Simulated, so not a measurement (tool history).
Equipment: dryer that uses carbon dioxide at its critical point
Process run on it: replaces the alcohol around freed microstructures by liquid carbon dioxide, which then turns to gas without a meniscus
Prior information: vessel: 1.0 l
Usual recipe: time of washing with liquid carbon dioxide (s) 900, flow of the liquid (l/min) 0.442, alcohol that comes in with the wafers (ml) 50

run    hour  time of washing with liquid carbon dioxide (s)  flow of the liquid (l/min)  alcohol that comes in with the wafers (ml)  alcohol left in the vessel before it's heated (ppm by volume)
  1       0                                             900                       0.442                                          50                                                            320
  2    61.6                                             900                       0.442                                          50                                                            339
  3   115.2                                             900                       0.442                                          50                                                            357
  4   144.6                                             900                       0.442                                          36                                                            270
  5   185.8                                             900                        0.64                                          50                                                             67
  6   244.5                                             900                        0.64                                          50                                                             71
  7   299.9                                             900                        0.64                                          50                                                             67
  8   356.4                                            1200                       0.442                                          50                                                            121
  9   408.1                                            1200                       0.442                                          50                                                            127
 10   462.3                                             720                       0.442                                          50                                                           1223
 11   505.2                                             720                       0.442                                          50                                                           1270
 12   555.4                                             720                       0.442                                          50                                                           1327
 13     604                                             720                       0.442                                          50                                                           1422
      647.3  -- inlet filter changed
 14   649.3                                            1320                       0.442                                          50                                                             63
 15   690.9                                             900                       0.442                                          25                                                            171
 16   718.8                                             900                       0.442                                          25                                                            180
 17   766.4                                             900                       0.442                                          25                                                            188
 18   794.1                                            1020                       0.442                                          25                                                            121
 19   835.7                                             900                       0.447                                          50                                                            329
 20   884.9                                             900                       0.447                                          50                                                            327
 21     936                                             900                       0.447                                          50                                                            357
 22     987                                             900                       0.459                                          50                                                            341
 23  1012.6                                             900                       0.459                                          50                                                            337
 24  1062.4                                             600                       0.459                                          50                                                           1623
 25  1097.7                                             900                       0.442                                          40                                                            356
 26  1147.3                                            1020                       0.485                                          50                                                            170
 27  1203.5                                             900                        0.36                                          32                                                            737
 28    1234                                            1380                        0.36                                          36                                                            167
 29  1277.5                                             780                       0.336                                          37                                                           1788
 30  1337.8                                             720                       0.531                                         109                                                           1222
 31  1363.9                                             840                       0.566                                         109                                                            475
 32  1394.1                                             840                       0.566                                         109                                                            483
 33  1441.6                                             840                       0.566                                         109                                                            506
 34  1496.2                                             840                       0.566                                          22                                                            185
 35  1526.4                                             840                       0.566                                          22                                                            188
     1549.1  -- inlet filter changed
 36  1575.3                                             900                       0.528                                          98                                                            247
 37  1613.8                                             900                       0.528                                          34                                                            148
 38  1645.6                                             900                       0.528                                          34                                                            152
 39  1676.3                                             900                       0.274                                          50                                                           2171
 40  1728.4                                             900                       0.274                                          50                                                           2294
 41  1754.5                                            1020                       0.274                                          50                                                           1547
 42  1790.7                                            1320                       0.442                                          50                                                            132
 43  1847.7                                             900                       0.274                                          50                                                           2417
 44  1879.4                                             900                       0.674                                          99                                                            138
 45  1912.4                                             960                       0.518                                          28                                                            156
 46  1965.8                                             540                       0.442                                          56                                                           2957
 47  1993.4                                             540                       0.442                                          56                                                           3127

Below are 4 alternative next runs, each starting from the tool's condition after run 47. Predict each:
  A  2030.3                                            1260                        0.38                                          64                                                              ?
  B  2030.3                                             720                       0.442                                          56                                                              ?
  C  2030.3                                             540                       0.442                                          49                                                              ?
  D  2030.3                                             540                       0.442                                          23                                                              ?

run  alcohol left in the vessel before it's heated (ppm by volume)
  A                                                            291
  B                                                           1280
  C                                                           2688
  D                                                           1389
The same runs, with their run-to-run variation unchanged, on a tool lacking any hidden condition would have given:
run  alcohol left in the vessel before it's heated (ppm by volume)
  A                                                            106
  B                                                            790
  C                                                           1922
  D                                                            951

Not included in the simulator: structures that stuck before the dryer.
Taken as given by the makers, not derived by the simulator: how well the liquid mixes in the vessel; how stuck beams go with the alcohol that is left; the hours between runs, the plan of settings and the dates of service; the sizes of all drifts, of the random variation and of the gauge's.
